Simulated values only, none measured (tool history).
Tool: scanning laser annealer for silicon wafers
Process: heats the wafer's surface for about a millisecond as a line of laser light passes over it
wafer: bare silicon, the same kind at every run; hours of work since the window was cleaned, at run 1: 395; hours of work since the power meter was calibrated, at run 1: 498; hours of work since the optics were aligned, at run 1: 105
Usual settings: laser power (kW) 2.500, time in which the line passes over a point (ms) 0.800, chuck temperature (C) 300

| run | hour | laser power (kW) | time in which the line passes over a point (ms) | chuck temperature (C) | hours of work since the window was cleaned | hours of work since the power meter was calibrated | hours of work since the optics were aligned | highest temperature of the surface (C) |
|---|---|---|---|---|---|---|---|---|
| 1 | 0.0 | 2.500 | 0.800 | 300 | 395 | 498 | 105 | 1033 |
| 2 | 38.1 | 2.500 | 0.800 | 300 | 425 | 527 | 134 | 1030 |
| 3 | 54.4 | 2.500 | 0.800 | 300 | 437 | 540 | 146 | 1026 |
| 4 | 91.2 | 2.500 | 0.800 | 300 | 465 | 568 | 174 | 1024 |
| 5 | 109.2 | 2.500 | 0.572 | 300 | 479 | 582 | 188 | 928 |
| 6 | 138.1 | 2.500 | 0.572 | 300 | 501 | 604 | 210 | 925 |
| 7 | 165.4 | 2.500 | 0.800 | 300 | 522 | 625 | 231 | 1021 |
| 8 | 189.9 | 2.734 | 0.679 | 304 | 541 | 643 | 250 | 1056 |
| 9 | 209.1 | 2.734 | 0.679 | 304 | 555 | 658 | 264 | 1056 |
| 10 | 239.9 | 2.734 | 0.679 | 304 | 579 | 681 | 288 | 1056 |
|  | 248.6 | optics aligned, line set to its width |
| 11 | 261.5 | 2.734 | 0.679 | 304 | 592 | 694 | 10 | 1049 |
| 12 | 301.8 | 2.734 | 0.679 | 304 | 622 | 725 | 41 | 1047 |
| 13 | 320.0 | 2.264 | 0.901 | 315 | 636 | 739 | 55 | 975 |
| 14 | 354.8 | 2.264 | 0.901 | 315 | 663 | 766 | 81 | 976 |

The same runs without the tool's hidden state, with the same run-to-run variation:
The hidden state here: light that passes the window, % of a clean one's; laser's true power over the reading, %; width of the line over the set one, %; drift of the gauge itself on peak_c, C.
| run | highest temperature of the surface (C) |
|---|---|
| 1 | 1054 |
| 2 | 1053 |
| 3 | 1050 |
| 4 | 1050 |
| 5 | 951 |
| 6 | 948 |
| 7 | 1050 |
| 8 | 1087 |
| 9 | 1088 |
| 10 | 1089 |
| 11 | 1087 |
| 12 | 1087 |
| 13 | 1011 |
| 14 | 1013 |
